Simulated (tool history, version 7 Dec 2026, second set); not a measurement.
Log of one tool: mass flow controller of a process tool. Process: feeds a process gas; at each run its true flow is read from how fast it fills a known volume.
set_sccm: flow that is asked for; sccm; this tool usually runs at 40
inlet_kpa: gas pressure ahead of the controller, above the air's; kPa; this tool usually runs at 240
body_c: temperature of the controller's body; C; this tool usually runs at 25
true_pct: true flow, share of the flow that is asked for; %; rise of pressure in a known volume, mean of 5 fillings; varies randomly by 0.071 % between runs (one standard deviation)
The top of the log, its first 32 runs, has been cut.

run     hour  set_sccm  inlet_kpa  body_c  hours of work since the controller was set to zero  hours of work since the controller was changed  true_pct
 33  10764.3        13        240      29                                                5385                                            5385     98.07
 34  11096.6        13        240      29                                                5486                                            5486     98.13
 35  11441.9        29        211      29                                                5590                                            5590     98.70
 36  11786.3        27        227      29                                                5694                                            5694     98.59
 37  12086.0        20        227      29                                                5784                                            5784     98.12
 38  12371.8         6        217      28                                                5870                                            5870     97.64
 39  12785.1        32        217      28                                                5995                                            5995     98.75
 40  13116.4        40        200      25                                                6095                                            6095     99.24
     13138.9  -- controller's zero set anew
 41  13421.8        11        252      23                                                  85                                            6187     98.45
 42  13656.6        40        256      26                                                 156                                            6258     99.18
 43  14029.2        40        256      26                                                 269                                            6370     98.99
 44  14209.5        40        256      37                                                 323                                            6425     98.05
 45  14517.0        40        173      32                                                 416                                            6518     98.43
 46  14798.1        19        200      32                                                 501                                            6602     97.62
 47  15140.7        40        254      38                                                 604                                            6706     97.91

Forecast each of these 3 alternatives for the next run:
  A  15415.3         8        240      20                                                 687                                            6789         ?
  B  15415.3        23        241      38                                                 687                                            6789         ?
  C  15415.3        40        267      37                                                 687                                            6789         ?

run  true_pct
  A     98.39
  B     97.05
  C     97.95
Without the tool's hidden state the same runs would have given:
run  true_pct
  A     98.94
  B     97.59
  C     98.49

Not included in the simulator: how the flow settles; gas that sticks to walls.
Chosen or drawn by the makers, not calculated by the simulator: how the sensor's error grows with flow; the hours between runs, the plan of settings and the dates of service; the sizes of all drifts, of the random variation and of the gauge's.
